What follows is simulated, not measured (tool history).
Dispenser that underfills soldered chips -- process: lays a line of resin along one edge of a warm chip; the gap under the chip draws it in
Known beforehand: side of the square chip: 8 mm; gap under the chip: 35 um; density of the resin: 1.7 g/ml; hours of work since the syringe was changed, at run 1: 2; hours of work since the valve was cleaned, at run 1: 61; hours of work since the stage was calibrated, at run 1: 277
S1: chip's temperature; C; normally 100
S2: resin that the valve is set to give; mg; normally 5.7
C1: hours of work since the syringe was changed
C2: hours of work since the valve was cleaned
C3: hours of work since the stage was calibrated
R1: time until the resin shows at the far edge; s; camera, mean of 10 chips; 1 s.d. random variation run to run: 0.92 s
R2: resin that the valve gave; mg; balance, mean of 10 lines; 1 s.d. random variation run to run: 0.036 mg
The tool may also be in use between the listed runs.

run	hour	S1	S2	C1	C2	C3	R1	R2
1	0	100	5.7	2	61	277	108.4	5.29
# hour 6.6: new syringe of resin
2	8.7	100	5.7	1	66	282	104.6	5.32
# hour 16.4: new syringe of resin
# hour 24.1: dispensing valve cleaned and set on the balance
3	24.5	100	5.7	4	0	291	128.9	5.7
# hour 27.4: new syringe of resin
# hour 36.9: new syringe of resin
4	38.7	100	5.7	1	9	299	102.1	5.65
# hour 47.2: new syringe of resin
5	49.2	100	5.7	1	15	305	104.3	5.59
# hour 56.7: new syringe of resin
6	61	100	5.7	3	22	312	113.9	5.59
# hour 67: new syringe of resin
7	70.3	100	5.57	2	28	318	109.4	5.43
# hour 77.3: new syringe of resin
8	77.7	104	5.7	0	32	322	81.8	5.57
9	85.1	104	5.7	5	36	327	121.1	5.5
# hour 86.9: new syringe of resin
10	95.2	100	5.54	5	42	333	140.9	5.24
# hour 97.4: new syringe of resin
# hour 107: new syringe of resin
11	109.5	87	5.7	2	51	341	168.2	5.42
# hour 116.8: new syringe of resin
12	122.6	106	5.7	4	59	349	101.7	5.24
# hour 126.6: new syringe of resin
13	133.2	106	5.7	4	65	356	109.5	5.37
# hour 136.7: new syringe of resin
# hour 146.1: new syringe of resin
14	146.1	106	5.7	0	73	363	77.5	5.2
# hour 150.7: dispensing valve cleaned and set on the balance
15	153.2	106	5.7	4	2	367	103.1	5.62
# hour 157.1: new syringe of resin
16	161.4	103	5.7	3	6	372	107	5.72
# hour 167: new syringe of resin
17	170.4	103	5.7	2	12	377	99.2	5.62
# hour 176.9: new syringe of resin
18	178.5	103	5.7	1	17	382	92.2	5.58
# hour 187.2: new syringe of resin
19	187.7	101	6.66	0	22	388	94.3	6.52
# hour 196.8: new syringe of resin
20	200	101	6.66	2	29	395	104.7	6.44
# hour 206.9: new syringe of resin
21	212.1	89	5.44	3	37	402	182.9	5.26
# hour 217.2: new syringe of resin
22	223	100	5.72	4	43	409	127.3	5.49
# hour 226.8: new syringe of resin
# hour 237: new syringe of resin
23	237.9	93	5.51	1	52	418	129.2	5.26

Forecast run 24:
# hour 246.5: new syringe of resin
24	251.2	93	5.51	3	60	426	?	?

For run 24 the tool returned R1 154.6 s, R2 5.2 mg.
If the tool had no hidden condition, the same run with the same run-to-run variation would have returned R1 110.3 s, R2 5.51 mg.

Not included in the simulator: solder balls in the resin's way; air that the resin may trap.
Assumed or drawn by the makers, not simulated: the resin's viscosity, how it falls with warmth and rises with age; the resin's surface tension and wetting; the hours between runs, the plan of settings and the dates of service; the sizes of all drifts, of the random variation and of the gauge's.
